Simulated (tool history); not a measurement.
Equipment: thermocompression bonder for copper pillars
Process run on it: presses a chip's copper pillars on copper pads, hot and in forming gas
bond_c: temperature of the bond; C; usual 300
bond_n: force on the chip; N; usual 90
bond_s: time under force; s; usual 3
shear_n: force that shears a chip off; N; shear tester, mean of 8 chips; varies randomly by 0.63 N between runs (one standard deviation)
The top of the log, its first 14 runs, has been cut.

| run | hour | bond_c | bond_n | bond_s | shear_n |
|---|---|---|---|---|---|
| 15 | 386.8 | 300 | 69 | 3 | 56.3 |
|  | 391.2 | forming gas filter changed |
| 16 | 408.2 | 300 | 69 | 3 | 58.4 |
| 17 | 425.8 | 300 | 90 | 3 | 73.1 |
| 18 | 460.7 | 300 | 90 | 3 | 72.9 |
| 19 | 479.5 | 322 | 111 | 4 | 100.9 |
| 20 | 501.7 | 322 | 96 | 4 | 93.8 |
| 21 | 526.7 | 280 | 75 | 9 | 71.6 |
| 22 | 557.8 | 313 | 72 | 2 | 58.3 |
|  | 561 | force cell calibrated |
| 23 | 588.5 | 313 | 73 | 2 | 58 |
| 24 | 604.3 | 303 | 129 | 2 | 85.1 |
| 25 | 635.9 | 328 | 73 | 8 | 94.5 |
| 26 | 653.8 | 328 | 73 | 8 | 92.2 |
|  | 665.2 | force cell calibrated, once more |
| 27 | 675.9 | 320 | 72 | 2 | 66.1 |
| 28 | 705.8 | 320 | 72 | 2 | 65.6 |
| 29 | 721.8 | 320 | 72 | 2 | 64.8 |
| 30 | 757.6 | 277 | 86 | 3 | 57.8 |
| 31 | 779 | 304 | 86 | 7 | 90.3 |
| 32 | 812.2 | 304 | 86 | 7 | 90.3 |
| 33 | 828.1 | 308 | 66 | 3 | 61.5 |
| 34 | 848.6 | 285 | 116 | 7 | 94.5 |
| 35 | 882.5 | 300 | 90 | 5 | 83.3 |

Here are 5 independent what-if runs from the current tool condition. What would each one return?
| A | 899.9 | 281 | 90 | 5 | ? |
| B | 899.9 | 296 | 59 | 2 | ? |
| C | 899.9 | 300 | 129 | 5 | ? |
| D | 899.9 | 300 | 94 | 3 | ? |
| E | 899.9 | 300 | 79 | 3 | ? |

| run | shear_n |
|---|---|
| A | 72.9 |
| B | 40.7 |
| C | 101.2 |
| D | 75 |
| E | 65.5 |
Without the tool's unlogged condition, the same runs would have read:
| run | shear_n |
|---|---|
| A | 79.3 |
| B | 45.3 |
| C | 106 |
| D | 81 |
| E | 71.4 |

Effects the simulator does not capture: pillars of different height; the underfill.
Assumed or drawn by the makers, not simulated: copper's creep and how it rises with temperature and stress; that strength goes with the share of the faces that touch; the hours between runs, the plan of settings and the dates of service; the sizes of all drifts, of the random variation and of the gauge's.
